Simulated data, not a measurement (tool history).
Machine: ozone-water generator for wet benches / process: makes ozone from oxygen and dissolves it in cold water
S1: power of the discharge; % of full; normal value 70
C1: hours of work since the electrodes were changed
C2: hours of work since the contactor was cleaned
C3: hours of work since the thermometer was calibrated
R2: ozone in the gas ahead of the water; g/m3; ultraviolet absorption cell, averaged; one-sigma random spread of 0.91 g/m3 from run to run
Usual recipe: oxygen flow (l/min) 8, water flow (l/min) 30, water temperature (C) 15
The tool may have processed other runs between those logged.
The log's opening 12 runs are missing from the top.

run 13 day=41.346 | S1=70 oxygen_flow_(l/min)=13.27 water_flow_(l/min)=45 water_temperature_(C)=15 | C1=2893 C2=678 C3=5620 | dissolved_ozone_(ppm)=11.4 R2=109.6
run 14 day=45.392 | S1=70 oxygen_flow_(l/min)=13.27 water_flow_(l/min)=45 water_temperature_(C)=15 | C1=2986 C2=770 C3=5712 | dissolved_ozone_(ppm)=11.1 R2=109.3
run 15 day=47.621 | S1=70 oxygen_flow_(l/min)=13.27 water_flow_(l/min)=45 water_temperature_(C)=15 | C1=3037 C2=821 C3=5763 | dissolved_ozone_(ppm)=11.1 R2=108.9
run 16 day=51.2 | S1=70 oxygen_flow_(l/min)=13.27 water_flow_(l/min)=45 water_temperature_(C)=8 | C1=3119 C2=903 C3=5845 | dissolved_ozone_(ppm)=12.1 R2=109.3
run 17 day=53.462 | S1=70 oxygen_flow_(l/min)=13.27 water_flow_(l/min)=45 water_temperature_(C)=8 | C1=3170 C2=955 C3=5897 | dissolved_ozone_(ppm)=12.2 R2=107
-- day=55.796 water thermometer calibrated
run 18 day=55.942 | S1=70 oxygen_flow_(l/min)=13.27 water_flow_(l/min)=45 water_temperature_(C)=8 | C1=3227 C2=1011 C3=3 | dissolved_ozone_(ppm)=12 R2=108.8
run 19 day=58.062 | S1=79 oxygen_flow_(l/min)=4.39 water_flow_(l/min)=23 water_temperature_(C)=8 | C1=3275 C2=1060 C3=52 | dissolved_ozone_(ppm)=18.5 R2=182.6
run 20 day=60.446 | S1=76 oxygen_flow_(l/min)=7.07 water_flow_(l/min)=30 water_temperature_(C)=15 | C1=3330 C2=1115 C3=107 | dissolved_ozone_(ppm)=14.8 R2=146.5
run 21 day=64.233 | S1=62 oxygen_flow_(l/min)=13.01 water_flow_(l/min)=30 water_temperature_(C)=15 | C1=3417 C2=1201 C3=193 | dissolved_ozone_(ppm)=13.8 R2=102.8
run 22 day=67.425 | S1=70 oxygen_flow_(l/min)=8 water_flow_(l/min)=32 water_temperature_(C)=15 | C1=3490 C2=1274 C3=266 | dissolved_ozone_(ppm)=13.4 R2=132.9
run 23 day=69.712 | S1=73 oxygen_flow_(l/min)=11.35 water_flow_(l/min)=40 water_temperature_(C)=8 | C1=3542 C2=1327 C3=319 | dissolved_ozone_(ppm)=13 R2=117.5
run 24 day=72.629 | S1=73 oxygen_flow_(l/min)=11.35 water_flow_(l/min)=40 water_temperature_(C)=8 | C1=3609 C2=1393 C3=386 | dissolved_ozone_(ppm)=13 R2=116.7
run 25 day=75.379 | S1=70 oxygen_flow_(l/min)=8 water_flow_(l/min)=40 water_temperature_(C)=15 | C1=3672 C2=1457 C3=449 | dissolved_ozone_(ppm)=10.8 R2=132.7
run 26 day=77.65 | S1=98 oxygen_flow_(l/min)=4.06 water_flow_(l/min)=30 water_temperature_(C)=16 | C1=3724 C2=1508 C3=501 | dissolved_ozone_(ppm)=14.2 R2=207.7
run 27 day=79.862 | S1=98 oxygen_flow_(l/min)=4.06 water_flow_(l/min)=30 water_temperature_(C)=16 | C1=3774 C2=1559 C3=551 | dissolved_ozone_(ppm)=14.1 R2=208
run 28 day=83.05 | S1=70 oxygen_flow_(l/min)=8.52 water_flow_(l/min)=36 water_temperature_(C)=17 | C1=3847 C2=1632 C3=624 | dissolved_ozone_(ppm)=11.6 R2=127.2
run 29 day=85.338 | S1=70 oxygen_flow_(l/min)=8.52 water_flow_(l/min)=36 water_temperature_(C)=17 | C1=3900 C2=1685 C3=677 | dissolved_ozone_(ppm)=11.5 R2=127.5
run 30 day=89.017 | S1=41 oxygen_flow_(l/min)=8.52 water_flow_(l/min)=24 water_temperature_(C)=11 | C1=3984 C2=1769 C3=761 | dissolved_ozone_(ppm)=13.6 R2=97.7
run 31 day=93.317 | S1=41 oxygen_flow_(l/min)=8.52 water_flow_(l/min)=24 water_temperature_(C)=11 | C1=4083 C2=1867 C3=859 | dissolved_ozone_(ppm)=13.7 R2=98.4
run 32 day=95.5 | S1=42 oxygen_flow_(l/min)=6.92 water_flow_(l/min)=19 water_temperature_(C)=19 | C1=4133 C2=1917 C3=909 | dissolved_ozone_(ppm)=14.1 R2=107.7

Predict each of these 4 candidate next runs independently; none follows another, all start after run 32:
run A day=97.325 | S1=99 oxygen_flow_(l/min)=8 water_flow_(l/min)=30 water_temperature_(C)=15 | C1=4174 C2=1959 C3=951 | dissolved_ozone_(ppm)=? R2=?
run B day=97.325 | S1=41 oxygen_flow_(l/min)=9.23 water_flow_(l/min)=30 water_temperature_(C)=19 | C1=4174 C2=1959 C3=951 | dissolved_ozone_(ppm)=? R2=?
run C day=97.325 | S1=49 oxygen_flow_(l/min)=8.71 water_flow_(l/min)=30 water_temperature_(C)=15 | C1=4174 C2=1959 C3=951 | dissolved_ozone_(ppm)=? R2=?
run D day=97.325 | S1=52 oxygen_flow_(l/min)=8 water_flow_(l/min)=30 water_temperature_(C)=15 | C1=4174 C2=1959 C3=951 | dissolved_ozone_(ppm)=? R2=?

run=A dissolved_ozone_(ppm)=15.9 R2=151.8
run=B dissolved_ozone_(ppm)=9.9 R2=93.2
run=C dissolved_ozone_(ppm)=11.8 R2=105.1
run=D dissolved_ozone_(ppm)=11.9 R2=111
The same runs, with their run-to-run variation unchanged, on a tool lacking any hidden condition would have given:
run=A dissolved_ozone_(ppm)=20.2 R2=186.4
run=B dissolved_ozone_(ppm)=11.7 R2=105.6
run=C dissolved_ozone_(ppm)=14.1 R2=121
run=D dissolved_ozone_(ppm)=14.3 R2=128.6
